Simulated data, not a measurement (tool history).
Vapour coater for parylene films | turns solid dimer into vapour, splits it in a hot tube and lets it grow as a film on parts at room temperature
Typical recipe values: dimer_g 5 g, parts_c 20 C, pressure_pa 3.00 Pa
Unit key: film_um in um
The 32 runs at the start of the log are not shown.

run 33 day=53.675 | dimer_g=6 parts_c=20 pressure_pa=10.87 | film_um=1.20
run 34 day=54.808 | dimer_g=6 parts_c=16 pressure_pa=10.87 | film_um=1.44
run 35 day=56.346 | dimer_g=2 parts_c=14 pressure_pa=7.89 | film_um=0.58
run 36 day=58.488 | dimer_g=2 parts_c=14 pressure_pa=7.89 | film_um=0.53
run 37 day=61.025 | dimer_g=5 parts_c=12 pressure_pa=6.15 | film_um=1.54
run 38 day=62.925 | dimer_g=5 parts_c=12 pressure_pa=6.15 | film_um=1.57
run 39 day=65.096 | dimer_g=2 parts_c=22 pressure_pa=2.47 | film_um=0.45
run 40 day=66.383 | dimer_g=3 parts_c=17 pressure_pa=2.21 | film_um=0.88
run 41 day=67.517 | dimer_g=3 parts_c=22 pressure_pa=2.21 | film_um=0.71
run 42 day=68.942 | dimer_g=6 parts_c=15 pressure_pa=3.00 | film_um=1.76
run 43 day=71.525 | dimer_g=2 parts_c=15 pressure_pa=5.36 | film_um=0.53
run 44 day=72.783 | dimer_g=5 parts_c=16 pressure_pa=4.22 | film_um=1.28
run 45 day=74.329 | dimer_g=5 parts_c=16 pressure_pa=4.22 | film_um=1.31
run 46 day=75.742 | dimer_g=2 parts_c=27 pressure_pa=8.18 | film_um=0.30
-- day=76.275 trap's valve overhauled
run 47 day=78.221 | dimer_g=2 parts_c=27 pressure_pa=3.98 | film_um=0.33

What if the next run were any one of these 3? Each begins from the tool's condition after run 47:
run A day=80.479 | dimer_g=3 parts_c=20 pressure_pa=8.75 | film_um=?
run B day=80.479 | dimer_g=3 parts_c=16 pressure_pa=11.61 | film_um=?
run C day=80.479 | dimer_g=6 parts_c=20 pressure_pa=3.00 | film_um=?

run=A film_um=0.62
run=B film_um=0.72
run=C film_um=1.47
Without the tool's hidden state the same runs would have given:
run=A film_um=0.64
run=B film_um=0.74
run=C film_um=1.52
